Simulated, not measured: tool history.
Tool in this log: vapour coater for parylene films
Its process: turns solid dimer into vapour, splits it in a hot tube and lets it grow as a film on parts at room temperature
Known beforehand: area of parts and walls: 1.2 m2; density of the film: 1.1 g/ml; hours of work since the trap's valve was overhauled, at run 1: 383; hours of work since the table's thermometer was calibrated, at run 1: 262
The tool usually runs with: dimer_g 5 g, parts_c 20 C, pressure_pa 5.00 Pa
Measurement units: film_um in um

| run | hour | dimer_g | parts_c | pressure_pa | hours of work since the trap's valve was overhauled | hours of work since the table's thermometer was calibrated | film_um |
|---|---|---|---|---|---|---|---|
| 1 | 0.0 | 5 | 20 | 5.00 | 383 | 262 | 2.39 |
| 2 | 21.3 | 5 | 20 | 5.00 | 392 | 271 | 2.37 |
| 3 | 50.8 | 5 | 20 | 5.00 | 405 | 284 | 2.37 |
| 4 | 70.7 | 5 | 20 | 5.00 | 414 | 293 | 2.34 |
| 5 | 85.0 | 5 | 20 | 5.00 | 420 | 299 | 2.41 |
| 6 | 107.2 | 5 | 20 | 5.00 | 429 | 308 | 2.33 |
| 7 | 135.6 | 5 | 20 | 5.00 | 442 | 321 | 2.42 |
| 8 | 150.4 | 5 | 20 | 5.00 | 448 | 327 | 2.32 |
| 9 | 170.9 | 5 | 20 | 5.00 | 457 | 336 | 2.36 |
| 10 | 191.2 | 5 | 12 | 5.05 | 466 | 345 | 3.13 |
| 11 | 219.7 | 3 | 13 | 5.00 | 478 | 357 | 1.81 |
|  | 223.8 | table's thermometer calibrated |
| 12 | 240.8 | 3 | 13 | 5.00 | 487 | 7 | 1.80 |
| 13 | 263.3 | 5 | 20 | 5.00 | 496 | 17 | 2.36 |
| 14 | 283.6 | 5 | 20 | 2.02 | 505 | 26 | 2.66 |
| 15 | 309.3 | 5 | 26 | 2.09 | 516 | 37 | 2.12 |
| 16 | 338.7 | 3 | 16 | 2.09 | 529 | 50 | 1.78 |
| 17 | 366.1 | 3 | 20 | 5.00 | 541 | 61 | 1.35 |

Below are 5 alternative next runs, each starting from the tool's condition after run 17. Predict each:
|  | 386.4 | trap's valve overhauled |
| A | 392.3 | 9 | 18 | 5.00 | 3 | 71 | ? |
|  | 386.4 | trap's valve overhauled |
| B | 392.3 | 3 | 20 | 3.02 | 3 | 71 | ? |
|  | 386.4 | trap's valve overhauled |
| C | 392.3 | 5 | 15 | 2.66 | 3 | 71 | ? |
|  | 386.4 | trap's valve overhauled |
| D | 392.3 | 3 | 24 | 5.00 | 3 | 71 | ? |
|  | 386.4 | trap's valve overhauled |
| E | 392.3 | 5 | 20 | 3.37 | 3 | 71 | ? |

| run | film_um |
|---|---|
| A | 4.85 |
| B | 1.69 |
| C | 3.32 |
| D | 1.31 |
| E | 2.67 |
The same runs, with their run-to-run variation unchanged, on a tool lacking any hidden condition would have given:
| run | film_um |
|---|---|
| A | 4.92 |
| B | 1.71 |
| C | 3.37 |
| D | 1.33 |
| E | 2.71 |
